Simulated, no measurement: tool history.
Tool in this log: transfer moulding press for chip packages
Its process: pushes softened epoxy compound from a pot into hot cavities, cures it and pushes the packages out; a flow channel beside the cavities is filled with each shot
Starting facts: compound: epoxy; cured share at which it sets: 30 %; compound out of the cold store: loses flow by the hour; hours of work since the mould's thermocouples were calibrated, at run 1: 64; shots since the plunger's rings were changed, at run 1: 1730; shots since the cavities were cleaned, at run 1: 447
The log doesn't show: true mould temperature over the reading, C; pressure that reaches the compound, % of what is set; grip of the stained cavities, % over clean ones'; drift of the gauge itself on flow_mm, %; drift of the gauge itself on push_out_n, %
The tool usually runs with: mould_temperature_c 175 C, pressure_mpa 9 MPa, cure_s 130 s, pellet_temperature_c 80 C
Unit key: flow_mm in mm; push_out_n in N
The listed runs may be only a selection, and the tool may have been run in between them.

run   hour  mould_temperature_c  pressure_mpa  cure_s  pellet_temperature_c  hours of work since the mould's thermocouples were calibrated  shots since the plunger's rings were changed  shots since the cavities were cleaned  incoming compound's hours out of the cold store  flow_mm  push_out_n
  1      0                  175             9     130                    80                                                             64                                          1730                                    447                                             26.7      914         578
  2   31.1                  175             9     130                    73                                                             86                                          2050                                    767                                             32.9      889         651
      59.7  -- cavities cleaned with cleaning compound and waxed
  3   67.7                  175             9     130                    73                                                            110                                          2411                                     83                                             23.9      918         814
  4  105.9                  175             9     130                    73                                                            136                                          2804                                    476                                             38.2      866         810
  5  138.1                  175             9     130                    88                                                            158                                          3136                                    808                                               33      879         809
     163.4  -- cavities cleaned with cleaning compound and waxed
  6  167.6                  175             9     130                    88                                                            177                                          3424                                     43                                             15.7      935         384
     186.6  -- plunger's sealing rings changed
  7  203.3                  175             9     130                    86                                                            200                                           172                                    385                                             28.4      920         526
  8  243.7                  175             9     130                    86                                                            228                                           588                                    801                                             46.6      853         628
     270.3  -- cavities cleaned with cleaning compound and waxed
  9  290.8                  175             9     148                    86                                                            259                                          1057                                    211                                             43.5      857         422
     333.8  -- cavities cleaned with cleaning compound and waxed, once more
 10  337.9                  175             9     148                    86                                                            291                                          1526                                     42                                             15.4      956         355
 11  383.7                  176          9.79     130                    80                                                            322                                          1998                                    514                                             31.4      925         539
     436.6  -- cavities cleaned with cleaning compound and waxed
 12  437.1                  175          7.89     167                    80                                                            358                                          2532                                      5                                             47.8      781         330
 13  476.7                  175          7.89     167                    80                                                            385                                          2940                                    413                                             40.9      799         501
 14    499                  175             9     130                    75                                                            401                                          3169                                    642                                             28.2      896         610

Predict each of these 4 candidate next runs independently; none follows another, all start after run 14:
  A  524.1                  175          7.55     130                    74                                                            418                                          3428                                    901                                             35.9        ?           ?
  B  524.1                  167             9     143                    87                                                            418                                          3428                                    901                                             32.3        ?           ?
  C  524.1                  180          7.14     130                    75                                                            418                                          3428                                    901                                             31.2        ?           ?
  D  524.1                  175             9     130                    80                                                            418                                          3428                                    901                                             37.6        ?           ?

run  flow_mm  push_out_n
  A      794         657
  B      926         834
  C      762         598
  D      860         665
With the hidden condition removed and each run's random variation left untouched, the same runs would have given:
run  flow_mm  push_out_n
  A      820         340
  B      955         417
  C      788         313
  D      888         345
